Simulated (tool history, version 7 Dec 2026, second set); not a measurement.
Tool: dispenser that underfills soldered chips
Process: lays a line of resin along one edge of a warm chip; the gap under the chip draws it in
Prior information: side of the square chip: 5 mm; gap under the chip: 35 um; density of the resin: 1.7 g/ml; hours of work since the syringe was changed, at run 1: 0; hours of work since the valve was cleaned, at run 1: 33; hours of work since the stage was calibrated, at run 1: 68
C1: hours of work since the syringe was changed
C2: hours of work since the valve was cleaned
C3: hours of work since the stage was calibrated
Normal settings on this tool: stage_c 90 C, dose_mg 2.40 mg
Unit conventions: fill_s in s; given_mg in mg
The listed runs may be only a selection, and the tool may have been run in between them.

run 1 hour=0.0 | stage_c=90 dose_mg=2.40 | C1=0 C2=33 C3=68 | fill_s=42.7 given_mg=2.37
run 2 hour=3.6 | stage_c=90 dose_mg=2.40 | C1=2 C2=35 C3=70 | fill_s=48.1 given_mg=2.37
run 3 hour=7.4 | stage_c=90 dose_mg=2.40 | C1=5 C2=37 C3=72 | fill_s=56.5 given_mg=2.36
run 4 hour=10.7 | stage_c=90 dose_mg=2.35 | C1=7 C2=39 C3=74 | fill_s=64.7 given_mg=2.30
run 5 hour=15.3 | stage_c=92 dose_mg=2.40 | C1=9 C2=42 C3=77 | fill_s=70.9 given_mg=2.38
-- hour=18.9 new syringe of resin
run 6 hour=20.1 | stage_c=90 dose_mg=2.24 | C1=1 C2=45 C3=80 | fill_s=44.5 given_mg=2.21
run 7 hour=27.2 | stage_c=90 dose_mg=2.24 | C1=5 C2=50 C3=84 | fill_s=61.2 given_mg=2.19
run 8 hour=32.0 | stage_c=77 dose_mg=3.05 | C1=8 C2=52 C3=87 | fill_s=109.2 given_mg=2.97
run 9 hour=36.2 | stage_c=105 dose_mg=2.44 | C1=11 C2=55 C3=90 | fill_s=50.9 given_mg=2.38
-- hour=37.9 new syringe of resin
run 10 hour=39.6 | stage_c=79 dose_mg=2.89 | C1=1 C2=57 C3=92 | fill_s=67.7 given_mg=2.84
run 11 hour=46.7 | stage_c=92 dose_mg=2.15 | C1=5 C2=61 C3=96 | fill_s=57.8 given_mg=2.09
run 12 hour=51.7 | stage_c=81 dose_mg=2.39 | C1=9 C2=65 C3=99 | fill_s=104.4 given_mg=2.32
-- hour=56.9 new syringe of resin
run 13 hour=58.9 | stage_c=84 dose_mg=2.08 | C1=1 C2=69 C3=104 | fill_s=58.7 given_mg=2.03
run 14 hour=63.8 | stage_c=90 dose_mg=2.04 | C1=4 C2=72 C3=107 | fill_s=57.8 given_mg=1.99

Below are 4 alternative next runs, each starting from the tool's condition after run 14. Predict each:
run A hour=68.4 | stage_c=100 dose_mg=2.47 | C1=7 C2=75 C3=109 | fill_s=? given_mg=?
run B hour=68.4 | stage_c=98 dose_mg=2.40 | C1=7 C2=75 C3=109 | fill_s=? given_mg=?
run C hour=68.4 | stage_c=76 dose_mg=2.40 | C1=7 C2=75 C3=109 | fill_s=? given_mg=?
run D hour=68.4 | stage_c=84 dose_mg=2.26 | C1=7 C2=75 C3=109 | fill_s=? given_mg=?

run=A fill_s=48.8 given_mg=2.40
run=B fill_s=53.1 given_mg=2.32
run=C fill_s=109.1 given_mg=2.32
run=D fill_s=82.8 given_mg=2.20
Without the tool's unlogged condition, the same runs would have read:
run=A fill_s=31.4 given_mg=2.48
run=B fill_s=34.3 given_mg=2.39
run=C fill_s=70.2 given_mg=2.40
run=D fill_s=53.1 given_mg=2.27
